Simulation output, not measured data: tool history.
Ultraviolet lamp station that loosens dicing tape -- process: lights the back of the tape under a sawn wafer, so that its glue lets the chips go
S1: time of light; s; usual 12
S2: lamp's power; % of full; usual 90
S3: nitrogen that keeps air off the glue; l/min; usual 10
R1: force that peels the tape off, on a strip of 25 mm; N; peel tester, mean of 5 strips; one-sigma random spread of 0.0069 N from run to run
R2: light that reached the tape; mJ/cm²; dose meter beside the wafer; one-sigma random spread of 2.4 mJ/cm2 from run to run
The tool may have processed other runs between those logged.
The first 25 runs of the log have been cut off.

run     day  S1  S2  S3     R1   R2
 26  74.683   9  86   9  0.506  168
 27  78.679  12  80  10  0.333  198
 28  80.500  12  80  10  0.362  196
 29  83.021  11  89  10  0.352  197
     85.662  -- window cleaned of glue's vapour
 30  86.829  11  89  10  0.342  198
 31  88.988  11  89  10  0.343  199
 32  90.829   7  84  10  0.783  115
 33  94.300   7  84  10  0.808  114
 34  96.362  12  96  10  0.285  223

What if the next run were any one of these 3? Each begins from the tool's condition after run 34:
  A  98.538  12  96  12   ?   ?
  B  98.538   6  80   3   ?   ?
  C  98.538  12  90   5   ?   ?

run     R1   R2
  A  0.286  218
  B  1.570   88
  C  0.446  200
With no hidden state in the tool, these same runs would have given:
run     R1   R2
  A  0.216  291
  B  1.153  119
  C  0.290  268
